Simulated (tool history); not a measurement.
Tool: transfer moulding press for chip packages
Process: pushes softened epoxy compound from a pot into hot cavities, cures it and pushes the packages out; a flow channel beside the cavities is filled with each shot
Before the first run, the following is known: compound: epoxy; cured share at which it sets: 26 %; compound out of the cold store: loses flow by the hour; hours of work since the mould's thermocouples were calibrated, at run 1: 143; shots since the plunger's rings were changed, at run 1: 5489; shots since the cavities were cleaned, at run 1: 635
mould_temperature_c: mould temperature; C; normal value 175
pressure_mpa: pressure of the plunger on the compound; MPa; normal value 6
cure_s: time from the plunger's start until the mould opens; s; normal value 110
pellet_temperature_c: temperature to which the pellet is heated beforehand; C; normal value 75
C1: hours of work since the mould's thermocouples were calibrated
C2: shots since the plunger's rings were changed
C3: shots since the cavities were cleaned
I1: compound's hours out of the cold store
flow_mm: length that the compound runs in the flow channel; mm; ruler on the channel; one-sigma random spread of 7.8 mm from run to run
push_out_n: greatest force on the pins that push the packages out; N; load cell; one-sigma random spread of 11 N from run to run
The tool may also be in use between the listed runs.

Run 1, day 0: usual settings; C1 143; C2 5489; C3 635; I1 13.9. Result: flow_mm 951 mm, push_out_n 912 N.
At day 0.246: cavities cleaned with cleaning compound and waxed.
Run 2, day 0.458: usual settings but pellet_temperature_c 74 C; C1 148; C2 5575; C3 46; I1 21.6. Result: flow_mm 909 mm, push_out_n 534 N.
Run 3, day 0.771: usual settings but pellet_temperature_c 74 C; C1 152; C2 5644; C3 115; I1 21.6. Result: flow_mm 896 mm, push_out_n 564 N.
Run 4, day 1.304: usual settings but cure_s 91 s, pellet_temperature_c 74 C; C1 158; C2 5760; C3 231; I1 18.6. Result: flow_mm 936 mm, push_out_n 953 N.
Run 5, day 1.746: usual settings but cure_s 91 s, pellet_temperature_c 74 C; C1 163; C2 5857; C3 328; I1 26.6. Result: flow_mm 864 mm, push_out_n 1035 N.
Run 6, day 2.246: usual settings but cure_s 91 s, pellet_temperature_c 74 C; C1 169; C2 5966; C3 437; I1 35.1. Result: flow_mm 837 mm, push_out_n 1077 N.
At day 2.442: plunger's sealing rings changed.
Run 7, day 2.792: usual settings but pellet_temperature_c 68 C; C1 175; C2 76; C3 533; I1 9.1. Result: flow_mm 1043 mm, push_out_n 887 N.
Run 8, day 3.033: usual settings but pressure_mpa 6.19 MPa; C1 178; C2 129; C3 586; I1 47.3. Result: flow_mm 840 mm, push_out_n 804 N.
Run 9, day 3.279: usual settings but mould_temperature_c 168 C, pressure_mpa 6.19 MPa; C1 181; C2 182; C3 639; I1 33.2. Result: flow_mm 933 mm, push_out_n 1359 N.
At day 3.517: cavities cleaned with cleaning compound and waxed.
Run 10, day 3.796: usual settings but pellet_temperature_c 72 C; C1 186; C2 282; C3 61; I1 34.8. Result: flow_mm 885 mm, push_out_n 531 N.
Run 11, day 4.079: usual settings but pellet_temperature_c 72 C; C1 190; C2 344; C3 123; I1 27. Result: flow_mm 933 mm, push_out_n 583 N.
Run 12, day 4.4: usual settings but pellet_temperature_c 72 C; C1 194; C2 414; C3 193; I1 33.9. Result: flow_mm 894 mm, push_out_n 629 N.
Run 13, day 4.646: usual settings but pressure_mpa 6.56 MPa, pellet_temperature_c 72 C; C1 196; C2 467; C3 246; I1 31. Result: flow_mm 953 mm, push_out_n 706 N.
Run 14, day 4.983: usual settings but pellet_temperature_c 66 C; C1 201; C2 541; C3 320; I1 26.7. Result: flow_mm 937 mm, push_out_n 771 N.
Run 15, day 5.283: usual settings but pellet_temperature_c 66 C; C1 204; C2 607; C3 386; I1 30.5. Result: flow_mm 913 mm, push_out_n 796 N.
Run 16, day 5.821: usual settings but pellet_temperature_c 66 C; C1 211; C2 724; C3 503; I1 43.5. Result: flow_mm 844 mm, push_out_n 838 N.
Run 17, day 6.367: usual settings but pellet_temperature_c 66 C; C1 217; C2 843; C3 622; I1 14.7. Result: flow_mm 998 mm, push_out_n 892 N.
At day 6.683: cavities cleaned with cleaning compound and waxed.
Run 18, day 6.758: usual settings but mould_temperature_c 172 C, pressure_mpa 6.54 MPa, cure_s 140 s, pellet_temperature_c 81 C; C1 221; C2 915; C3 17; I1 25.8. Result: flow_mm 990 mm, push_out_n 447 N.
Run 19, day 7.062: usual settings but mould_temperature_c 180 C, pressure_mpa 6.54 MPa, cure_s 137 s, pellet_temperature_c 81 C; C1 225; C2 981; C3 83; I1 22.6. Result: flow_mm 970 mm, push_out_n 475 N.
Run 20, day 7.412: usual settings but mould_temperature_c 180 C, pressure_mpa 6.54 MPa, cure_s 137 s, pellet_temperature_c 81 C; C1 229; C2 1057; C3 159; I1 38.7. Result: flow_mm 895 mm, push_out_n 542 N.
Run 21, day 7.883: usual settings but mould_temperature_c 180 C, pressure_mpa 6.54 MPa, cure_s 137 s, pellet_temperature_c 81 C; C1 235; C2 1160; C3 262; I1 45.4. Result: flow_mm 866 mm, push_out_n 562 N.
Run 22, day 8.271: usual settings but mould_temperature_c 180 C, pressure_mpa 6.54 MPa, cure_s 137 s, pellet_temperature_c 81 C; C1 240; C2 1245; C3 347; I1 40.9. Result: flow_mm 882 mm, push_out_n 610 N.
Run 23, day 8.562: usual settings but mould_temperature_c 181 C, cure_s 137 s, pellet_temperature_c 81 C; C1 243; C2 1309; C3 411; I1 46.7. Result: flow_mm 816 mm, push_out_n 661 N.
Run 24, day 9.042: usual settings but mould_temperature_c 181 C, cure_s 137 s, pellet_temperature_c 81 C; C1 249; C2 1413; C3 515; I1 13.9. Result: flow_mm 974 mm, push_out_n 683 N.

What does the tool deliver on the next run?
Run 25, day 9.492: usual settings but pressure_mpa 7.36 MPa, pellet_temperature_c 78 C; C1 254; C2 1511; C3 613; I1 26.7. Result: flow_mm ?, push_out_n ?.

flow_mm: 1027 mm
push_out_n: 869 N
Take away the tool's hidden state, keep the run-to-run variation as it was, and the same run would have given flow_mm 1050 mm, push_out_n 500 N.
